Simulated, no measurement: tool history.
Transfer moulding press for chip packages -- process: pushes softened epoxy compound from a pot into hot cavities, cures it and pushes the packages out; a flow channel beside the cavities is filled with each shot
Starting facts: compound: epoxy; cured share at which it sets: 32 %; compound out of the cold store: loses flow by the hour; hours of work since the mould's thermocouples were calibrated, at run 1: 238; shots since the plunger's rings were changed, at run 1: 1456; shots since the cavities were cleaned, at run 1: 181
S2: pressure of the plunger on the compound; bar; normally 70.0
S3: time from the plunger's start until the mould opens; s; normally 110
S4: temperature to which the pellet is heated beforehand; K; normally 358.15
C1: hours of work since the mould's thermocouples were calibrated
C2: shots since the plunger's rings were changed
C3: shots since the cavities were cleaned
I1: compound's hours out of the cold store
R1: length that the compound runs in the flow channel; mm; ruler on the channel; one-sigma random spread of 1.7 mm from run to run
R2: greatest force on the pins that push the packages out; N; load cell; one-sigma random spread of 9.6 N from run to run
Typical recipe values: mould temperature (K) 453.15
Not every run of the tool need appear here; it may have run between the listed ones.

run 1 hour=0.0 | mould_temperature_(K)=453.15 S2=70.0 S3=110 S4=358.15 | C1=238 C2=1456 C3=181 | I1=10.5 | R1=724 R2=455
run 2 hour=10.1 | mould_temperature_(K)=457.15 S2=70.0 S3=110 S4=358.15 | C1=244 C2=1548 C3=273 | I1=32.8 | R1=670 R2=377
run 3 hour=26.6 | mould_temperature_(K)=446.15 S2=70.0 S3=110 S4=358.15 | C1=254 C2=1700 C3=425 | I1=34.2 | R1=702 R2=696
run 4 hour=37.4 | mould_temperature_(K)=446.15 S2=70.0 S3=110 S4=358.15 | C1=260 C2=1798 C3=523 | I1=31.2 | R1=709 R2=723
-- hour=44.4 cavities cleaned with cleaning compound and waxed
run 5 hour=54.4 | mould_temperature_(K)=446.15 S2=70.0 S3=110 S4=358.15 | C1=269 C2=1940 C3=92 | I1=22.9 | R1=723 R2=718
run 6 hour=70.3 | mould_temperature_(K)=446.15 S2=61.0 S3=110 S4=358.15 | C1=278 C2=2085 C3=237 | I1=40.5 | R1=640 R2=660
run 7 hour=83.9 | mould_temperature_(K)=446.15 S2=61.0 S3=110 S4=358.15 | C1=286 C2=2210 C3=362 | I1=47.7 | R1=634 R2=693
run 8 hour=94.3 | mould_temperature_(K)=446.15 S2=61.0 S3=110 S4=358.15 | C1=293 C2=2305 C3=457 | I1=47.2 | R1=633 R2=691
-- hour=108.0 cavities cleaned with cleaning compound and waxed
run 9 hour=114.4 | mould_temperature_(K)=446.15 S2=61.0 S3=110 S4=358.15 | C1=303 C2=2475 C3=59 | I1=43.5 | R1=640 R2=702
run 10 hour=125.0 | mould_temperature_(K)=446.15 S2=61.0 S3=110 S4=358.15 | C1=310 C2=2572 C3=156 | I1=14.4 | R1=691 R2=692
run 11 hour=142.6 | mould_temperature_(K)=446.15 S2=61.0 S3=110 S4=358.15 | C1=320 C2=2733 C3=317 | I1=32.0 | R1=657 R2=697
run 12 hour=155.3 | mould_temperature_(K)=453.15 S2=63.1 S3=110 S4=358.15 | C1=327 C2=2849 C3=433 | I1=11.8 | R1=684 R2=447
-- hour=171.8 cavities cleaned with cleaning compound and waxed
run 13 hour=173.4 | mould_temperature_(K)=453.15 S2=63.1 S3=110 S4=358.15 | C1=337 C2=3001 C3=15 | I1=30.6 | R1=650 R2=433
run 14 hour=188.3 | mould_temperature_(K)=453.15 S2=63.1 S3=110 S4=358.15 | C1=346 C2=3137 C3=151 | I1=38.5 | R1=639 R2=431
-- hour=197.0 plunger's sealing rings changed
run 15 hour=199.4 | mould_temperature_(K)=445.15 S2=54.6 S3=130 S4=357.15 | C1=351 C2=22 C3=230 | I1=13.9 | R1=658 R2=546
run 16 hour=208.0 | mould_temperature_(K)=449.15 S2=74.3 S3=101 S4=350.15 | C1=356 C2=101 C3=309 | I1=12.6 | R1=756 R2=725
run 17 hour=224.3 | mould_temperature_(K)=456.15 S2=74.3 S3=129 S4=350.15 | C1=365 C2=250 C3=458 | I1=28.3 | R1=704 R2=342
-- hour=238.4 cavities cleaned with cleaning compound and waxed
run 18 hour=238.4 | mould_temperature_(K)=456.15 S2=74.3 S3=112 S4=362.15 | C1=373 C2=365 C3=0 | I1=34.5 | R1=692 R2=365
run 19 hour=253.3 | mould_temperature_(K)=453.15 S2=85.2 S3=110 S4=358.15 | C1=381 C2=501 C3=136 | I1=25.7 | R1=768 R2=457
run 20 hour=271.4 | mould_temperature_(K)=453.15 S2=85.2 S3=110 S4=358.15 | C1=392 C2=667 C3=302 | I1=34.7 | R1=751 R2=441
run 21 hour=280.3 | mould_temperature_(K)=453.15 S2=85.2 S3=110 S4=358.15 | C1=397 C2=749 C3=384 | I1=40.2 | R1=738 R2=430
run 22 hour=295.6 | mould_temperature_(K)=453.15 S2=70.0 S3=110 S4=358.15 | C1=406 C2=888 C3=523 | I1=19.2 | R1=710 R2=440
-- hour=303.0 cavities cleaned with cleaning compound and waxed
run 23 hour=311.1 | mould_temperature_(K)=453.15 S2=55.3 S3=92 S4=366.15 | C1=414 C2=1017 C3=75 | I1=19.5 | R1=627 R2=641
run 24 hour=327.2 | mould_temperature_(K)=453.15 S2=54.1 S3=142 S4=357.15 | C1=424 C2=1163 C3=221 | I1=12.7 | R1=630 R2=355
run 25 hour=339.4 | mould_temperature_(K)=453.15 S2=59.8 S3=110 S4=367.15 | C1=431 C2=1275 C3=333 | I1=18.8 | R1=654 R2=438
run 26 hour=358.0 | mould_temperature_(K)=448.15 S2=70.0 S3=105 S4=358.15 | C1=442 C2=1446 C3=504 | I1=47.0 | R1=674 R2=662
-- hour=367.3 cavities cleaned with cleaning compound and waxed
run 27 hour=369.6 | mould_temperature_(K)=448.15 S2=70.0 S3=105 S4=358.15 | C1=448 C2=1538 C3=22 | I1=29.2 | R1=703 R2=658
run 28 hour=386.3 | mould_temperature_(K)=448.15 S2=85.0 S3=120 S4=358.15 | C1=458 C2=1690 C3=174 | I1=12.5 | R1=811 R2=516

Entry by entry between the runs, the difference in hidden state between the last listed run before and the first listed run after:
After run 4, before run 5: cavities cleaned with cleaning compound and waxed (hour 44.4)
  pressure that reaches the compound, % of what is set: 99.83 -> 99.81; grip of the stained cavities, % over clean ones': 1.3 -> 0.3
  measured result minus the result with no hidden state, R2: +11 -> +4 N
After run 8, before run 9: cavities cleaned with cleaning compound and waxed (hour 108.0)
  pressure that reaches the compound, % of what is set: 99.78 -> 99.76; grip of the stained cavities, % over clean ones': 1.2 -> 0.2
  measured result minus the result with no hidden state, R2: +10 -> +2 N
After run 12, before run 13: cavities cleaned with cleaning compound and waxed (hour 171.8)
  pressure that reaches the compound, % of what is set: 99.72 -> 99.71; grip of the stained cavities, % over clean ones': 1.1 -> 0.1
  measured result minus the result with no hidden state, R2: +6 -> +0 N
After run 14, before run 15: plunger's sealing rings changed (hour 197.0)
  pressure that reaches the compound, % of what is set: 99.69 -> 99.99; grip of the stained cavities, % over clean ones': 0.5 -> 0.7
  measured result minus the result with no hidden state, R2: +2 -> +5 N
After run 17, before run 18: cavities cleaned with cleaning compound and waxed (hour 238.4)
  pressure that reaches the compound, % of what is set: 99.97 -> 99.96; grip of the stained cavities, % over clean ones': 1.2 -> 0
  measured result minus the result with no hidden state, R2: +4 -> +1 N
After run 22, before run 23: cavities cleaned with cleaning compound and waxed (hour 303.0)
  pressure that reaches the compound, % of what is set: 99.91 -> 99.89; grip of the stained cavities, % over clean ones': 1.3 -> 0.4
  measured result minus the result with no hidden state, R2: +6 -> +4 N
After run 26, before run 27: cavities cleaned with cleaning compound and waxed (hour 367.3)
  pressure that reaches the compound, % of what is set: 99.85 -> 99.84; grip of the stained cavities, % over clean ones': 1.3 -> 0.2
  measured result minus the result with no hidden state, R2: +10 -> +3 N
